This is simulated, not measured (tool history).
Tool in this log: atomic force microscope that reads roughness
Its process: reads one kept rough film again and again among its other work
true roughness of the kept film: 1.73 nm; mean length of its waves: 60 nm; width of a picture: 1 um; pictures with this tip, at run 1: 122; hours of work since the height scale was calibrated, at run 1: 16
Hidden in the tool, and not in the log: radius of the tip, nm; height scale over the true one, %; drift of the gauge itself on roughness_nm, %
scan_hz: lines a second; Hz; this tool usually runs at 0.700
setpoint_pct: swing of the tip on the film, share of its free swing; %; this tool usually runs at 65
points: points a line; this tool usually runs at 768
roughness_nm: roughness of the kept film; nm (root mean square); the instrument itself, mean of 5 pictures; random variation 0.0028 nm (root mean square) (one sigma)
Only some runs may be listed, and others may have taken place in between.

run	day	scan_hz	setpoint_pct	points	pictures with this tip	hours of work since the height scale was calibrated	roughness_nm
1	0.000	0.700	65	768	122	16	1.648
2	0.283	0.700	65	768	136	21	1.646
3	0.604	0.700	65	768	152	27	1.648
4	0.879	0.700	65	768	166	33	1.638
5	1.121	0.700	65	768	179	37	1.639
6	1.358	0.700	65	768	191	42	1.637
7	1.675	0.700	65	768	207	48	1.633
8	1.908	1.075	65	768	219	52	1.610
9	2.317	0.700	67	768	239	60	1.619
# day 2.529: new tip fitted
10	2.625	0.700	67	768	5	66	1.676
11	2.950	0.700	67	768	21	72	1.670
12	3.142	0.700	67	768	31	76	1.665
13	3.392	0.700	67	768	43	80	1.661
14	3.625	0.700	65	768	55	85	1.668
15	4.021	0.700	65	768	75	92	1.658
16	4.238	0.643	65	768	86	96	1.660
17	4.462	0.700	65	768	97	101	1.659
18	4.783	0.700	56	768	114	107	1.667
19	5.000	0.700	57	768	125	111	1.662
20	5.292	1.570	65	768	139	117	1.603
21	5.500	1.570	65	768	150	121	1.604
22	5.879	0.700	65	768	169	128	1.642
23	6.062	0.700	65	768	178	131	1.643
24	6.442	0.700	65	768	197	139	1.635
# day 6.504: height scale calibrated on a step standard
25	6.675	0.700	65	768	207	3	1.633
26	6.983	0.700	65	768	222	9	1.627
27	7.158	0.700	65	768	231	13	1.626
28	7.450	0.700	65	768	246	18	1.627
# day 7.525: new tip fitted
29	7.650	2.448	65	712	6	22	1.592
30	7.896	1.571	80	368	19	26	1.534
31	8.283	2.191	65	768	38	34	1.594
32	8.575	1.219	65	768	53	39	1.641
# day 8.742: height scale calibrated on a step standard, once more
33	8.962	0.700	71	768	70	4	1.646
34	9.188	0.700	71	768	82	9	1.644
35	9.538	0.702	68	417	99	15	1.647
36	9.862	0.584	65	768	116	21	1.658
37	10.188	0.763	68	768	132	28	1.637
38	10.583	2.219	86	676	152	35	1.392
39	10.821	2.219	86	676	164	40	1.388
40	11.000	0.955	76	487	173	43	1.586
41	11.383	0.955	76	487	192	51	1.581
42	11.608	3.803	59	258	204	55	1.541
43	11.988	1.139	65	768	223	62	1.608

Run 44 comes next. What will it give?
44	12.354	1.139	65	768	242	69	?

{"run 44": {"roughness_nm": 1.602}}
Without the tool's hidden state the same run would have given roughness_nm 1.653 nm (root mean square).
